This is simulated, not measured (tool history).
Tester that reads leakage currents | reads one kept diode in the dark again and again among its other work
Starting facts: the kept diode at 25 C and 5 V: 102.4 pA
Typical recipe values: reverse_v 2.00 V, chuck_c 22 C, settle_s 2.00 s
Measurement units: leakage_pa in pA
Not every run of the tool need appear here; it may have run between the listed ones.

{"run": 1, "hour": 0.0, "reverse_v": 2.0, "chuck_c": 22, "settle_s": 2.0, "leakage_pa": 53.19}
{"run": 2, "hour": 93.5, "reverse_v": 2.0, "chuck_c": 22, "settle_s": 2.0, "leakage_pa": 53.43}
{"run": 3, "hour": 159.3, "reverse_v": 2.0, "chuck_c": 52, "settle_s": 2.0, "leakage_pa": 770.18}
{"run": 4, "hour": 219.2, "reverse_v": 2.0, "chuck_c": 22, "settle_s": 2.0, "leakage_pa": 53.31}
{"run": 5, "hour": 309.0, "reverse_v": 2.0, "chuck_c": 22, "settle_s": 2.0, "leakage_pa": 52.95}
{"run": 6, "hour": 423.1, "reverse_v": 2.0, "chuck_c": 22, "settle_s": 1.72, "leakage_pa": 52.75}
{"run": 7, "hour": 555.0, "reverse_v": 2.0, "chuck_c": 22, "settle_s": 1.72, "leakage_pa": 52.83}
{"run": 8, "hour": 640.7, "reverse_v": 2.0, "chuck_c": 22, "settle_s": 1.72, "leakage_pa": 52.51}
{"hour": 652.3, "done": "chuck's temperature calibrated"}
{"run": 9, "hour": 759.0, "reverse_v": 2.0, "chuck_c": 30, "settle_s": 2.0, "leakage_pa": 103.78}
{"run": 10, "hour": 865.2, "reverse_v": 6.22, "chuck_c": 36, "settle_s": 0.32, "leakage_pa": 261.23}
{"run": 11, "hour": 973.5, "reverse_v": 6.22, "chuck_c": 36, "settle_s": 0.32, "leakage_pa": 260.6}
{"run": 12, "hour": 1062.0, "reverse_v": 2.0, "chuck_c": 51, "settle_s": 2.23, "leakage_pa": 652.52}
{"hour": 1108.1, "done": "probe card cleaned and baked"}
{"run": 13, "hour": 1127.4, "reverse_v": 7.54, "chuck_c": 32, "settle_s": 3.25, "leakage_pa": 175.82}

Estimate the outcome of run 14 from the log above:
{"run": 14, "hour": 1260.0, "reverse_v": 3.9, "chuck_c": 38, "settle_s": 3.25, "leakage_pa": "?"}

leakage_pa: 252.23 pA
On a tool with no hidden condition, and with the same random variation, this run would have come out at leakage_pa 322.83 pA.
